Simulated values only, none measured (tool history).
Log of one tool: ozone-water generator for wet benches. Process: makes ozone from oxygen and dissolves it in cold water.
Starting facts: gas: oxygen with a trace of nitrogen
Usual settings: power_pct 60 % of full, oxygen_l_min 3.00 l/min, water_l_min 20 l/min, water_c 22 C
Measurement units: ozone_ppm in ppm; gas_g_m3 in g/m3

{"run": 1, "hour": 0.0, "power_pct": 60, "oxygen_l_min": 3.0, "water_l_min": 20, "water_c": 22, "ozone_ppm": 12.7, "gas_g_m3": 206.7}
{"hour": 5.0, "done": "water thermometer calibrated"}
{"run": 2, "hour": 36.5, "power_pct": 60, "oxygen_l_min": 3.0, "water_l_min": 20, "water_c": 22, "ozone_ppm": 12.7, "gas_g_m3": 209.1}
{"run": 3, "hour": 82.5, "power_pct": 60, "oxygen_l_min": 3.0, "water_l_min": 20, "water_c": 22, "ozone_ppm": 12.8, "gas_g_m3": 209.1}
{"run": 4, "hour": 139.1, "power_pct": 60, "oxygen_l_min": 3.0, "water_l_min": 20, "water_c": 22, "ozone_ppm": 12.8, "gas_g_m3": 208.6}
{"run": 5, "hour": 195.2, "power_pct": 60, "oxygen_l_min": 3.0, "water_l_min": 20, "water_c": 22, "ozone_ppm": 12.6, "gas_g_m3": 209.4}
{"run": 6, "hour": 239.2, "power_pct": 60, "oxygen_l_min": 3.0, "water_l_min": 20, "water_c": 22, "ozone_ppm": 12.6, "gas_g_m3": 209.3}
{"run": 7, "hour": 288.8, "power_pct": 76, "oxygen_l_min": 3.0, "water_l_min": 20, "water_c": 22, "ozone_ppm": 14.2, "gas_g_m3": 236.3}
{"run": 8, "hour": 324.9, "power_pct": 76, "oxygen_l_min": 3.79, "water_l_min": 20, "water_c": 22, "ozone_ppm": 15.2, "gas_g_m3": 215.1}
{"run": 9, "hour": 380.6, "power_pct": 76, "oxygen_l_min": 3.79, "water_l_min": 23, "water_c": 22, "ozone_ppm": 13.2, "gas_g_m3": 216.8}
{"run": 10, "hour": 428.0, "power_pct": 91, "oxygen_l_min": 3.79, "water_l_min": 23, "water_c": 22, "ozone_ppm": 14.6, "gas_g_m3": 237.7}
{"run": 11, "hour": 468.3, "power_pct": 60, "oxygen_l_min": 3.0, "water_l_min": 20, "water_c": 22, "ozone_ppm": 12.7, "gas_g_m3": 211.2}
{"run": 12, "hour": 527.6, "power_pct": 60, "oxygen_l_min": 3.0, "water_l_min": 20, "water_c": 22, "ozone_ppm": 12.7, "gas_g_m3": 210.6}
{"run": 13, "hour": 592.6, "power_pct": 60, "oxygen_l_min": 3.0, "water_l_min": 20, "water_c": 22, "ozone_ppm": 12.7, "gas_g_m3": 212.9}
{"run": 14, "hour": 652.8, "power_pct": 60, "oxygen_l_min": 3.0, "water_l_min": 20, "water_c": 16, "ozone_ppm": 13.6, "gas_g_m3": 212.7}
{"run": 15, "hour": 682.9, "power_pct": 60, "oxygen_l_min": 3.0, "water_l_min": 20, "water_c": 16, "ozone_ppm": 13.7, "gas_g_m3": 212.9}
{"run": 16, "hour": 737.2, "power_pct": 60, "oxygen_l_min": 1.72, "water_l_min": 13, "water_c": 20, "ozone_ppm": 17.2, "gas_g_m3": 263.8}
{"run": 17, "hour": 787.4, "power_pct": 52, "oxygen_l_min": 1.98, "water_l_min": 13, "water_c": 28, "ozone_ppm": 15.1, "gas_g_m3": 233.7}
{"hour": 832.7, "done": "gauge calibrated"}
{"run": 18, "hour": 842.0, "power_pct": 52, "oxygen_l_min": 1.98, "water_l_min": 13, "water_c": 28, "ozone_ppm": 15.0, "gas_g_m3": 228.5}
{"run": 19, "hour": 902.8, "power_pct": 52, "oxygen_l_min": 2.72, "water_l_min": 13, "water_c": 29, "ozone_ppm": 15.6, "gas_g_m3": 200.9}
{"run": 20, "hour": 955.8, "power_pct": 59, "oxygen_l_min": 3.34, "water_l_min": 15, "water_c": 29, "ozone_ppm": 15.0, "gas_g_m3": 197.7}
{"run": 21, "hour": 990.7, "power_pct": 56, "oxygen_l_min": 2.71, "water_l_min": 15, "water_c": 28, "ozone_ppm": 14.3, "gas_g_m3": 207.7}
{"run": 22, "hour": 1054.3, "power_pct": 56, "oxygen_l_min": 2.71, "water_l_min": 15, "water_c": 28, "ozone_ppm": 14.7, "gas_g_m3": 211.3}
{"run": 23, "hour": 1085.4, "power_pct": 44, "oxygen_l_min": 3.13, "water_l_min": 18, "water_c": 15, "ozone_ppm": 13.2, "gas_g_m3": 175.4}
{"run": 24, "hour": 1140.1, "power_pct": 46, "oxygen_l_min": 3.13, "water_l_min": 13, "water_c": 21, "ozone_ppm": 16.8, "gas_g_m3": 179.0}
{"run": 25, "hour": 1197.4, "power_pct": 95, "oxygen_l_min": 3.13, "water_l_min": 13, "water_c": 21, "ozone_ppm": 24.4, "gas_g_m3": 263.4}
{"run": 26, "hour": 1233.6, "power_pct": 95, "oxygen_l_min": 3.13, "water_l_min": 13, "water_c": 21, "ozone_ppm": 24.3, "gas_g_m3": 261.5}
{"run": 27, "hour": 1276.3, "power_pct": 60, "oxygen_l_min": 3.13, "water_l_min": 20, "water_c": 22, "ozone_ppm": 12.8, "gas_g_m3": 206.6}

A few steps of gas_g_m3 between consecutive runs. Split each: what settings, incoming material and random variation would produce without the hidden state, and what is left over for the hidden state, along with gauge scatter present in only one of the two compared results (measured, and without hidden state):
The hidden state here: yield of the discharge, % of new electrodes'; contactor's efficiency, % of a clean one's; true water temperature over the reading, C; drift of the gauge itself on ozone_ppm, %; drift of the gauge itself on gas_g_m3, %.
Run 15 -> 16: oxygen_l_min 3.00 -> 1.72, water_l_min 20 -> 13, water_c 16 -> 20. gas_g_m3 +50.9 g/m3: hidden state +1.7, all else +49.2.
Run 17 -> 18: gauge calibrated. gas_g_m3 -5.2 g/m3: hidden state -6.1, all else +0.9.
Run 24 -> 25: power_pct 46 -> 95. gas_g_m3 +84.4 g/m3: hidden state +1.3, all else +83.1.
Run 26 -> 27: power_pct 95 -> 60, water_l_min 13 -> 20, water_c 21 -> 22. gas_g_m3 -54.9 g/m3: hidden state -0.3, all else -54.6.
